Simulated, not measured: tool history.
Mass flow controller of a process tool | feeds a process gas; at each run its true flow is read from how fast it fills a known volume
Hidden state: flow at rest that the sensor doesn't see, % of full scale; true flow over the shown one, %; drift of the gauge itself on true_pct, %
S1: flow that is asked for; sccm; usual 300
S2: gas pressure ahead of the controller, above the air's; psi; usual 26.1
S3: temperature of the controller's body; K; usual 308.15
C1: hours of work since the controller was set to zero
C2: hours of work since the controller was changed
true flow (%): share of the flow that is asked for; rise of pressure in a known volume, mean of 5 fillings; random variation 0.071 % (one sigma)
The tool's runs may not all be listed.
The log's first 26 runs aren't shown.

{"run": 27, "day": 193.675, "S1": 300, "S2": 37.9, "S3": 308.15, "C1": 1560, "C2": 7705, "true flow (%)": 99.0}
{"run": 28, "day": 202.517, "S1": 300, "S2": 29.2, "S3": 296.15, "C1": 1704, "C2": 7849, "true flow (%)": 97.88}
{"run": 29, "day": 210.717, "S1": 842, "S2": 39.3, "S3": 308.15, "C1": 1838, "C2": 7982, "true flow (%)": 99.72}
{"run": 30, "day": 215.817, "S1": 842, "S2": 39.3, "S3": 308.15, "C1": 1921, "C2": 8065, "true flow (%)": 99.72}
{"run": 31, "day": 225.158, "S1": 140, "S2": 26.1, "S3": 308.15, "C1": 2073, "C2": 8218, "true flow (%)": 98.7}
{"run": 32, "day": 232.296, "S1": 140, "S2": 32.5, "S3": 302.15, "C1": 2190, "C2": 8334, "true flow (%)": 97.72}
{"run": 33, "day": 240.096, "S1": 109, "S2": 26.1, "S3": 297.15, "C1": 2317, "C2": 8461, "true flow (%)": 97.23}
{"run": 34, "day": 247.212, "S1": 176, "S2": 39.5, "S3": 309.15, "C1": 2433, "C2": 8577, "true flow (%)": 98.4}
{"run": 35, "day": 253.067, "S1": 685, "S2": 25.2, "S3": 303.15, "C1": 2528, "C2": 8673, "true flow (%)": 98.98}
{"run": 36, "day": 261.129, "S1": 685, "S2": 25.2, "S3": 303.15, "C1": 2660, "C2": 8804, "true flow (%)": 98.91}
{"run": 37, "day": 266.392, "S1": 685, "S2": 25.2, "S3": 303.15, "C1": 2745, "C2": 8890, "true flow (%)": 98.77}
{"run": 38, "day": 272.425, "S1": 178, "S2": 25.1, "S3": 296.15, "C1": 2844, "C2": 8988, "true flow (%)": 96.9}
{"run": 39, "day": 277.325, "S1": 300, "S2": 23.6, "S3": 310.15, "C1": 2923, "C2": 9068, "true flow (%)": 98.84}
{"run": 40, "day": 282.783, "S1": 103, "S2": 25.5, "S3": 295.15, "C1": 3012, "C2": 9157, "true flow (%)": 96.73}
{"run": 41, "day": 287.096, "S1": 358, "S2": 30.2, "S3": 295.15, "C1": 3083, "C2": 9227, "true flow (%)": 96.83}
{"run": 42, "day": 296.638, "S1": 102, "S2": 26.1, "S3": 301.15, "C1": 3238, "C2": 9383, "true flow (%)": 97.25}
{"run": 43, "day": 302.962, "S1": 623, "S2": 26.1, "S3": 301.15, "C1": 3341, "C2": 9486, "true flow (%)": 98.0}
{"run": 44, "day": 307.267, "S1": 145, "S2": 26.1, "S3": 308.15, "C1": 3411, "C2": 9556, "true flow (%)": 97.97}
{"day": 313.371, "done": "gauge calibrated"}
{"run": 45, "day": 313.662, "S1": 145, "S2": 26.1, "S3": 308.15, "C1": 3516, "C2": 9660, "true flow (%)": 99.69}
{"run": 46, "day": 321.475, "S1": 407, "S2": 21.2, "S3": 306.15, "C1": 3643, "C2": 9788, "true flow (%)": 100.21}
{"day": 324.571, "done": "controller exchanged for a calibrated one"}
{"run": 47, "day": 326.158, "S1": 332, "S2": 21.2, "S3": 306.15, "C1": 26, "C2": 26, "true flow (%)": 99.74}

The next listed run, before its measurement:
{"run": 48, "day": 334.246, "S1": 332, "S2": 21.2, "S3": 310.15, "C1": 158, "C2": 158, "true flow (%)": "?"}

true flow (%): 100.30
Without the tool's hidden state the same run would have given true flow (%) 100.50.
